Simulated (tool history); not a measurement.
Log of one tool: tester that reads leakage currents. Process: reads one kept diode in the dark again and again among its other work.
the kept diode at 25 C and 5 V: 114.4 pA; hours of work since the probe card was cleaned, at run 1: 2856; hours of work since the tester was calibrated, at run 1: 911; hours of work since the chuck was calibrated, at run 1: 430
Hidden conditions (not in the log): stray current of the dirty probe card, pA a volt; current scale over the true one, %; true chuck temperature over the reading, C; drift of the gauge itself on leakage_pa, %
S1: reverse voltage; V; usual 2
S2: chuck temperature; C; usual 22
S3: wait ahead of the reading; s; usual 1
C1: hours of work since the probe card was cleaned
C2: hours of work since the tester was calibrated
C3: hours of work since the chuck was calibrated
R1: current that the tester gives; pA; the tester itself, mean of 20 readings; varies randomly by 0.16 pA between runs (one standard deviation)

Run 1, day 0: usual settings; C1 2856; C2 911; C3 430. Result: R1 53.6 pA.
Run 2, day 1.696: usual settings; C1 2879; C2 934; C3 453. Result: R1 53.78 pA.
Run 3, day 3.7: usual settings but S1 3.53 V; C1 2906; C2 961; C3 480. Result: R1 75.52 pA.
Run 4, day 5.258: usual settings but S1 3.53 V; C1 2927; C2 982; C3 501. Result: R1 75.14 pA.
Run 5, day 6.183: usual settings but S1 3.53 V; C1 2939; C2 994; C3 513. Result: R1 75.09 pA.
Run 6, day 7.358: usual settings but S3 6.7 s; C1 2955; C2 1010; C3 529. Result: R1 53.47 pA.
Run 7, day 8.375: usual settings but S1 2.11 V; C1 2969; C2 1024; C3 543. Result: R1 55.38 pA.
Run 8, day 9.888: usual settings but S1 2.11 V, S2 41 C; C1 2989; C2 1044; C3 563. Result: R1 293.51 pA.
Run 9, day 11.112: usual settings; C1 3005; C2 1060; C3 580. Result: R1 53.82 pA.
Run 10, day 12.029: usual settings; C1 3018; C2 1073; C3 592. Result: R1 53.68 pA.
Run 11, day 14.038: usual settings; C1 3045; C2 1100; C3 619. Result: R1 53.43 pA.
Run 12, day 15.588: usual settings; C1 3066; C2 1121; C3 640. Result: R1 53.66 pA.
Run 13, day 16.496: usual settings; C1 3078; C2 1133; C3 652. Result: R1 53.4 pA.
Run 14, day 17.617: usual settings; C1 3093; C2 1148; C3 667. Result: R1 53.11 pA.
Run 15, day 18.733: usual settings; C1 3108; C2 1163; C3 682. Result: R1 53.51 pA.
Run 16, day 19.583: usual settings but S3 0.9 s; C1 3119; C2 1174; C3 694. Result: R1 53.28 pA.
Run 17, day 20.746: usual settings but S3 0.9 s; C1 3135; C2 1190; C3 709. Result: R1 53.59 pA.
Run 18, day 22.004: usual settings but S3 0.9 s; C1 3152; C2 1207; C3 726. Result: R1 53.18 pA.
Run 19, day 23.921: usual settings but S3 2.29 s; C1 3178; C2 1233; C3 752. Result: R1 53.23 pA.
Run 20, day 25.204: usual settings; C1 3195; C2 1250; C3 769. Result: R1 53.06 pA.
Run 21, day 26.454: usual settings; C1 3212; C2 1267; C3 786. Result: R1 53.18 pA.
At day 26.733: probe card cleaned and baked.
Run 22, day 28.233: usual settings; C1 20; C2 1289; C3 808. Result: R1 54.34 pA.
Run 23, day 29.158: usual settings but S2 27 C; C1 33; C2 1302; C3 821. Result: R1 84.73 pA.
Run 24, day 31.125: usual settings but S2 27 C; C1 59; C2 1328; C3 847. Result: R1 83.97 pA.
Run 25, day 32.346: usual settings but S2 41 C; C1 76; C2 1345; C3 864. Result: R1 283.84 pA.
At day 32.771: probe card cleaned and baked, once more.
Run 26, day 34.421: usual settings but S3 4.74 s; C1 22; C2 1371; C3 890. Result: R1 47.9 pA.
Run 27, day 35.388: usual settings but S1 7.94 V, S3 1.69 s; C1 35; C2 1384; C3 903. Result: R1 102.73 pA.
Run 28, day 37.146: usual settings but S1 4.86 V, S2 32 C, S3 0.7 s; C1 59; C2 1407; C3 927. Result: R1 202.18 pA.
Run 29, day 39.175: usual settings but S1 2.87 V, S2 41 C, S3 0.62 s; C1 86; C2 1435; C3 954. Result: R1 337.03 pA.
Run 30, day 40.521: usual settings but S1 1.78 V, S2 57 C, S3 0.35 s; C1 104; C2 1453; C3 972. Result: R1 965.32 pA.
Run 31, day 41.625: usual settings but S1 16.1 V, S2 57 C, S3 2.93 s; C1 119; C2 1468; C3 987. Result: R1 3240.91 pA.
Run 32, day 42.892: usual settings but S1 2.11 V, S2 26 C, S3 6.64 s; C1 136; C2 1485; C3 1004. Result: R1 72.45 pA.
Run 33, day 44.742: usual settings but S1 14.33 V, S3 1.15 s; C1 161; C2 1510; C3 1029. Result: R1 143.55 pA.
Run 34, day 45.583: usual settings but S2 24 C, S3 1.37 s; C1 172; C2 1521; C3 1040. Result: R1 57.9 pA.
Run 35, day 47.067: usual settings but S1 1.15 V, S2 24 C, S3 1.14 s; C1 192; C2 1541; C3 1060. Result: R1 42.43 pA.
Run 36, day 48.083: usual settings but S2 48 C, S3 0.37 s; C1 206; C2 1555; C3 1074. Result: R1 493.54 pA.
Run 37, day 49.071: usual settings but S1 4.96 V, S3 0.39 s; C1 219; C2 1568; C3 1087. Result: R1 79.95 pA.
Run 38, day 50.133: usual settings but S1 4.96 V, S3 0.39 s; C1 234; C2 1582; C3 1102. Result: R1 79.66 pA.
Run 39, day 51.579: usual settings but S1 4.96 V, S3 0.39 s; C1 253; C2 1602; C3 1121. Result: R1 79.7 pA.
Run 40, day 53.312: usual settings but S1 6.55 V, S2 31 C; C1 276; C2 1625; C3 1144. Result: R1 215.68 pA.

3 options for the next run, each taken on its own from the tool as it stands now. Forecast them:
Run A, day 54.15: usual settings but S1 4.44 V, S2 29 C, S3 0.39 s; C1 288; C2 1636; C3 1156. Result: R1 ?.
Run B, day 54.15: usual settings but S1 1.19 V, S3 8.17 s; C1 288; C2 1636; C3 1156. Result: R1 ?.
Run C, day 54.15: usual settings but S1 9.92 V, S2 31 C; C1 288; C2 1636; C3 1156. Result: R1 ?.

run      R1
  A  144.41
  B   35.32
  C  270.87
The same runs, with their run-to-run variation unchanged, on a tool lacking any hidden condition would have given:
run      R1
  A  157.48
  B   38.68
  C  294.75
